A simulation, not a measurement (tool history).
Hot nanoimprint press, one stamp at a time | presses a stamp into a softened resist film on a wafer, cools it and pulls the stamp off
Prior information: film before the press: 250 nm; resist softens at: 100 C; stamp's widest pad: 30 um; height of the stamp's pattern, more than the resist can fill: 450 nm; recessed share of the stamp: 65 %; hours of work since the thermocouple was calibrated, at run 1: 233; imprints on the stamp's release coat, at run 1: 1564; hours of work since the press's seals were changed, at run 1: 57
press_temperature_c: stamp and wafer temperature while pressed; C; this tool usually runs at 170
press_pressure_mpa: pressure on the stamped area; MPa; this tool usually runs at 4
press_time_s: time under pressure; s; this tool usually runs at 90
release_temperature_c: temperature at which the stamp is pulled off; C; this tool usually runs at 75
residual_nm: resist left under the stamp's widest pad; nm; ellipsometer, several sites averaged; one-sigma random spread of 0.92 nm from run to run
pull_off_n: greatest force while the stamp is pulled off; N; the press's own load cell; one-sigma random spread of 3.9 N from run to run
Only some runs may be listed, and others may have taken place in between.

run	hour	press_temperature_c	press_pressure_mpa	press_time_s	release_temperature_c	hours of work since the thermocouple was calibrated	imprints on the stamp's release coat	hours of work since the press's seals were changed	residual_nm	pull_off_n
1	0	170	4	90	75	233	1564	57	128.8	193
# hour 49: stamp cleaned and given a new release coat
2	60.8	180	4	90	75	274	59	98	81.8	193
3	88.7	180	4	90	75	295	200	119	83.3	190
# hour 114.3: plate thermocouple calibrated
4	144.2	170	4	90	75	22	463	158	128.2	194
5	197	170	4	90	75	62	729	198	129.4	189
6	222.9	170	4	90	75	81	859	217	130.1	189
7	277.4	170	4	90	75	122	1133	258	128.7	192
8	333.2	170	2.91	90	67	164	1414	300	143.2	209
9	366.3	170	2.91	90	67	189	1580	324	146.3	218

Run 10 has not been measured yet. What should we expect?
10	397.4	170	2.91	90	67	212	1737	348	?	?

Run 10 measured residual_nm 144.7 nm, pull_off_n 212 N.
The same run, on a tool lacking any hidden state, would have yielded residual_nm 145.2 nm, pull_off_n 209 N.
